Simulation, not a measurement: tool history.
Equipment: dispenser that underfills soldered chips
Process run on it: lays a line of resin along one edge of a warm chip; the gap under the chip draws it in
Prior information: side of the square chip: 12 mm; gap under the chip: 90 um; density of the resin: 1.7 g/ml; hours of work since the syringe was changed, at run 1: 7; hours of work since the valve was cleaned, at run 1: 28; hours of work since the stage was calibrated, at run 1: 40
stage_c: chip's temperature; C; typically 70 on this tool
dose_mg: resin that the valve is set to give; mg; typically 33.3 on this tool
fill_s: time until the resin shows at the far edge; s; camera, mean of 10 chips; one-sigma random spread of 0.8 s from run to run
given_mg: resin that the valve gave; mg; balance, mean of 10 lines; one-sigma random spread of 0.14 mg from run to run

run    day  stage_c  dose_mg  hours of work since the syringe was changed  hours of work since the valve was cleaned  hours of work since the stage was calibrated  fill_s  given_mg
  1  0.000       70     33.3                                            7                                         28                                            40    96.6     32.71
     0.117  -- new syringe of resin
  2  0.217       70     33.3                                            2                                         31                                            43    78.3     32.25
  3  0.429       70     33.3                                            5                                         34                                            47    88.1     32.66
     0.667  -- new syringe of resin
  4  0.667       70     33.3                                            0                                         38                                            50    75.6     32.34
  5  0.846       70     33.3                                            3                                         41                                            53    83.5     32.39
  6  0.988       70     33.3                                            5                                         43                                            55    92.5     32.46
  7  1.158       70     33.3                                            8                                         45                                            58    99.4     32.06
     1.217  -- new syringe of resin
  8  1.388       70     33.3                                            3                                         49                                            61    80.7     32.16
  9  1.558       70     33.3                                            5                                         52                                            64    89.4     32.06
 10  1.683       70     33.3                                            7                                         54                                            66    94.4     31.88
     1.762  -- new syringe of resin
 11  1.879       70     33.3                                            2                                         56                                            69    79.3     31.96
 12  2.079       70     33.3                                            5                                         60                                            72    90.0     31.85
     2.300  -- new syringe of resin
 13  2.300       70     33.3                                            0                                         63                                            75    74.1     32.02
 14  2.512       70     33.3                                            3                                         66                                            79    83.9     31.91
 15  2.654       84     33.3                                            6                                         68                                            81    57.1     31.75
     2.846  -- new syringe of resin
 16  2.921       84     33.3                                            1                                         73                                            85    46.7     31.81
 17  3.075       70     33.3                                            4                                         75                                            87    84.5     31.59
 18  3.200       70     33.3                                            6                                         77                                            89    90.7     31.44
     3.383  -- new syringe of resin
 19  3.421       61     33.3                                            1                                         80                                            93   104.3     31.65
     3.488  -- dispensing valve cleaned and set on the balance
 20  3.704       67     42.3                                            4                                          3                                            96    93.1     42.27
 21  3.838       69     40.0                                            7                                          6                                            98    94.1     39.90
     3.967  -- new syringe of resin
 22  4.075       69     40.0                                            2                                          9                                           102    80.3     40.07
 23  4.262       69     40.0                                            5                                         12                                           105    88.0     39.56
     4.508  -- new syringe of resin
 24  4.508       77     28.8                                            0                                         16                                           109    59.1     28.60
 25  4.662       61     42.6                                            2                                         18                                           111   108.0     42.22
 26  4.796       55     40.8                                            5                                         20                                           113   147.3     40.40
     5.046  -- new syringe of resin
 27  5.054       73     39.6                                            0                                         24                                           117    65.6     39.09
 28  5.254       73     39.6                                            3                                         27                                           120    74.0     38.91
 29  5.412       61     31.9                                            6                                         30                                           123   128.5     31.49
     5.583  -- new syringe of resin
 30  5.667       61     31.9                                            1                                         34                                           127   107.0     31.21
 31  5.846       61     31.9                                            4                                         36                                           129   119.9     31.17
 32  6.021       57     33.3                                            7                                         39                                           132   149.1     32.42
     6.129  -- new syringe of resin
 33  6.258       83     33.6                                            2                                         43                                           136    50.8     32.74
 34  6.371       84     32.6                                            4                                         45                                           138    51.9     31.54
 35  6.625       56     36.5                                            8                                         49                                           141   160.3     35.34
     6.667  -- new syringe of resin
 36  6.888       71     31.1                                            3                                         52                                           145    81.3     30.12

What if the next run were any one of these 3? Each begins from the tool's condition after run 36:
  A  7.054       58     33.1                                            6                                         55                                           148       ?         ?
  B  7.054       70     38.1                                            6                                         55                                           148       ?         ?
  C  7.054       72     33.3                                            6                                         55                                           148       ?         ?

run  fill_s  given_mg
  A   138.8     32.15
  B    88.4     36.74
  C    84.5     32.43
Had the tool no hidden state, the same runs would have come out as:
run  fill_s  given_mg
  A   114.5     33.30
  B    73.1     38.05
  C    69.7     33.59
